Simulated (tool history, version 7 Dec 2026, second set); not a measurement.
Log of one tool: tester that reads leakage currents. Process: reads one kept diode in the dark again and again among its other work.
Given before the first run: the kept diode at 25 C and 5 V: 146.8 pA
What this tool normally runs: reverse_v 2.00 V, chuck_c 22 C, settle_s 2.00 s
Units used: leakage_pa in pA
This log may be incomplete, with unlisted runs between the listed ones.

run   hour  reverse_v  chuck_c  settle_s  leakage_pa
  1    0.0       2.00       22      2.00       83.88
  2   50.2       3.72       22      2.00      102.90
  3  106.9       3.72       22      2.00      102.47
  4  175.8       3.72       22      2.00      103.00
  5  241.9       2.00       50      2.00      787.12
  6  280.7       2.00       50      2.00      785.94
  7  318.7       2.00       50      2.00      783.94
  8  369.4       2.00       42      2.00      432.45
  9  431.4       2.35       22      2.00       88.35
 10  472.6       2.35       22      2.00       88.04
 11  515.7       2.00       33      2.44      212.67
 12  574.3       2.00       22      3.76       83.65
 13  604.4       2.00       22      3.76       83.69
 14  643.7      12.85       43      5.66      859.49
 15  685.5      12.85       43      5.66      862.84
 16  751.1      12.85       43      5.66      860.12

Each row is a separate what-if for the run after 16, all from the same tool condition, not one after another. Results?
  A  788.0      12.85       33      5.66           ?
  B  788.0      11.07       28      0.37           ?
  C  788.0      10.95       43      5.66           ?

run  leakage_pa
  A      392.49
  B      250.38
  C      818.04
The same runs, with their run-to-run variation unchanged, on a tool lacking any hidden condition would have given:
run  leakage_pa
  A      391.95
  B      250.01
  C      817.07
